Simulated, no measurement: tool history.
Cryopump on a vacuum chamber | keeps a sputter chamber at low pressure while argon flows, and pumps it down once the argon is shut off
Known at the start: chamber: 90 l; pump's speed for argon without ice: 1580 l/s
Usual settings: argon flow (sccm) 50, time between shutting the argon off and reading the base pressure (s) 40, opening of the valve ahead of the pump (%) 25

run   hour  argon flow (sccm)  time between shutting the argon off and reading the base pressure (s)  opening of the valve ahead of the pump (%)  pressure while argon flows (Pa)  pressure after the wait (uPa)
  1    0.0                 50                                                                     40                                          25                           0.2311                           1.37
  2   30.0                 50                                                                     33                                          25                           0.2309                           1.59
      70.8  -- pump warmed up, emptied and cooled again
  3   95.3                 50                                                                     33                                          25                           0.2156                           1.58
  4  148.8                 50                                                                     40                                          25                           0.2141                           1.38
  5  189.1                 50                                                                     28                                          25                           0.2167                           1.83
  6  226.4                 50                                                                     28                                          25                           0.2145                           1.79
  7  274.0                 30                                                                     40                                          25                           0.1299                           1.41
  8  312.2                 30                                                                     40                                          25                           0.1295                           1.44
  9  377.6                 76                                                                     40                                          25                           0.3287                           1.43
 10  435.5                 81                                                                     40                                          16                           0.5475                           1.37
 11  484.2                 81                                                                     40                                          16                           0.5425                           1.43
 12  516.2                 81                                                                     40                                          16                           0.5458                           1.44
 13  578.2                 81                                                                    296                                          26                           0.3378                           0.55
 14  619.8                 28                                                                     94                                          25                           0.1206                           0.89

3 ways to go on from here, each from the tool as it stands after run 14. What would each give?
  A  650.8                 28                                                                    265                                          22                                ?                              ?
  B  650.8                 28                                                                     48                                          57                                ?                              ?
  C  650.8                 23                                                                     94                                          50                                ?                              ?

run  pressure while argon flows (Pa)  pressure after the wait (uPa)
  A                           0.1373                           0.56
  B                           0.0542                           1.32
  C                           0.0512                           0.86
Without the tool's hidden state the same runs would have given:
run  pressure while argon flows (Pa)  pressure after the wait (uPa)
  A                           0.1351                           0.33
  B                           0.0521                           1.09
  C                           0.0494                           0.63

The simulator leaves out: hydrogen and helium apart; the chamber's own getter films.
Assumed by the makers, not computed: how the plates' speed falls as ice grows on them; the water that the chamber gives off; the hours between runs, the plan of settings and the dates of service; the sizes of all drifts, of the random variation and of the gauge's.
